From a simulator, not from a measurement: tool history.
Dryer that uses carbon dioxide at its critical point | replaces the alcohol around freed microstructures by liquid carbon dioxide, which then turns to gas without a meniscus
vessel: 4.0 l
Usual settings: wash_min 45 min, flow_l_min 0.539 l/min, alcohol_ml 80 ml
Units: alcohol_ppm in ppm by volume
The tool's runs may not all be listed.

run 1 hour=0.0 | wash_min=45 flow_l_min=0.539 alcohol_ml=80 | alcohol_ppm=377
run 2 hour=24.9 | wash_min=45 flow_l_min=0.539 alcohol_ml=80 | alcohol_ppm=400
run 3 hour=43.5 | wash_min=45 flow_l_min=0.505 alcohol_ml=80 | alcohol_ppm=525
run 4 hour=61.4 | wash_min=45 flow_l_min=0.505 alcohol_ml=80 | alcohol_ppm=550
run 5 hour=96.9 | wash_min=45 flow_l_min=0.617 alcohol_ml=80 | alcohol_ppm=286
run 6 hour=116.9 | wash_min=45 flow_l_min=0.539 alcohol_ml=80 | alcohol_ppm=453
run 7 hour=137.9 | wash_min=45 flow_l_min=0.644 alcohol_ml=80 | alcohol_ppm=274
run 8 hour=178.5 | wash_min=45 flow_l_min=0.705 alcohol_ml=80 | alcohol_ppm=224
run 9 hour=203.3 | wash_min=45 flow_l_min=0.705 alcohol_ml=80 | alcohol_ppm=228
-- hour=227.6 inlet filter changed
run 10 hour=237.9 | wash_min=45 flow_l_min=0.705 alcohol_ml=80 | alcohol_ppm=174
run 11 hour=263.8 | wash_min=35 flow_l_min=0.426 alcohol_ml=80 | alcohol_ppm=1438
run 12 hour=296.7 | wash_min=35 flow_l_min=0.426 alcohol_ml=80 | alcohol_ppm=1465
run 13 hour=337.9 | wash_min=40 flow_l_min=0.617 alcohol_ml=37 | alcohol_ppm=276
run 14 hour=360.0 | wash_min=40 flow_l_min=0.780 alcohol_ml=21 | alcohol_ppm=184
run 15 hour=390.8 | wash_min=69 flow_l_min=0.857 alcohol_ml=82 | alcohol_ppm=190
run 16 hour=427.4 | wash_min=45 flow_l_min=0.703 alcohol_ml=34 | alcohol_ppm=232
run 17 hour=452.2 | wash_min=45 flow_l_min=0.681 alcohol_ml=81 | alcohol_ppm=304

Forecast each of these 4 alternatives for the next run:
run A hour=478.8 | wash_min=45 flow_l_min=0.539 alcohol_ml=89 | alcohol_ppm=?
run B hour=478.8 | wash_min=49 flow_l_min=0.351 alcohol_ml=81 | alcohol_ppm=?
run C hour=478.8 | wash_min=48 flow_l_min=0.367 alcohol_ml=45 | alcohol_ppm=?
run D hour=478.8 | wash_min=63 flow_l_min=0.371 alcohol_ml=81 | alcohol_ppm=?

run=A alcohol_ppm=535
run=B alcohol_ppm=1242
run=C alcohol_ppm=764
run=D alcohol_ppm=572
Without the tool's hidden state the same runs would have given:
run=A alcohol_ppm=248
run=B alcohol_ppm=845
run=C alcohol_ppm=444
run=D alcohol_ppm=273

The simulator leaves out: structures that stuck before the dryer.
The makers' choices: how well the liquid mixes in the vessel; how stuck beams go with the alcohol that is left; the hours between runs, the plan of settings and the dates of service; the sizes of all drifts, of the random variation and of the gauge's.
